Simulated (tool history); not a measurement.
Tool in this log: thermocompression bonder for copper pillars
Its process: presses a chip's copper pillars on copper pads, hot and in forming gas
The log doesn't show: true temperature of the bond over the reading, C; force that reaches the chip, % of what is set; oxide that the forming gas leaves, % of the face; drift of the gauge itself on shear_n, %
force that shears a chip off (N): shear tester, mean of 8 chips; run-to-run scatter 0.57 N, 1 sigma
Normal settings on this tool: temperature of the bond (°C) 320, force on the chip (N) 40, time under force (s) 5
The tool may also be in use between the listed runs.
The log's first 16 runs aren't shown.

run,hour,temperature of the bond (°C),force on the chip (N),time under force (s),hours of work since the heater was calibrated,hours of work since the force cell was calibrated,hours of work since the gas filter was changed,force that shears a chip off (N)
17,108.7,320,33,5,245,150,30,66.9
18,113.7,320,33,5,248,153,32,68.0
19,122.1,320,40,5,252,157,36,73.4
20,127.5,320,40,5,254,160,39,74.1
21,134.4,320,40,5,258,163,42,73.6
22,140.0,320,39,12,260,166,45,92.1
23,146.3,315,28,4,263,169,48,54.8
24,152.2,315,28,4,266,172,51,54.2
25,157.7,315,28,4,269,174,53,54.2
26,165.5,315,28,4,273,178,57,53.6
27,172.5,302,56,5,276,181,60,69.8
28,177.9,300,27,11,279,184,63,66.2
29,184.5,348,33,10,282,187,66,103.5
30,191.4,348,33,10,285,190,70,102.3
31,200.5,348,33,10,290,195,74,101.8
32,207.4,348,33,10,293,198,77,102.5
33,212.2,348,33,10,295,201,80,102.8
34,221.7,350,28,11,300,205,84,100.9
35,228.7,350,28,11,303,208,88,100.8
36,238.5,350,28,11,308,213,92,99.7
37,247.1,293,41,3,312,217,96,44.5
38,252.1,331,33,6,315,220,99,78.4
39,256.9,319,27,6,317,222,101,64.1

4 ways to go on from here, each from the tool as it stands after run 39. What would each give?
A,264.5,331,31,3,321,226,105,?
B,264.5,341,40,6,321,226,105,?
C,264.5,333,40,3,321,226,105,?
D,264.5,320,40,3,321,226,105,?

run,force that shears a chip off (N)
A,59.8
B,90.2
C,68.9
D,60.1
With no hidden state in the tool, these same runs would have given:
run,force that shears a chip off (N)
A,62.6
B,93.6
C,72.0
D,62.9

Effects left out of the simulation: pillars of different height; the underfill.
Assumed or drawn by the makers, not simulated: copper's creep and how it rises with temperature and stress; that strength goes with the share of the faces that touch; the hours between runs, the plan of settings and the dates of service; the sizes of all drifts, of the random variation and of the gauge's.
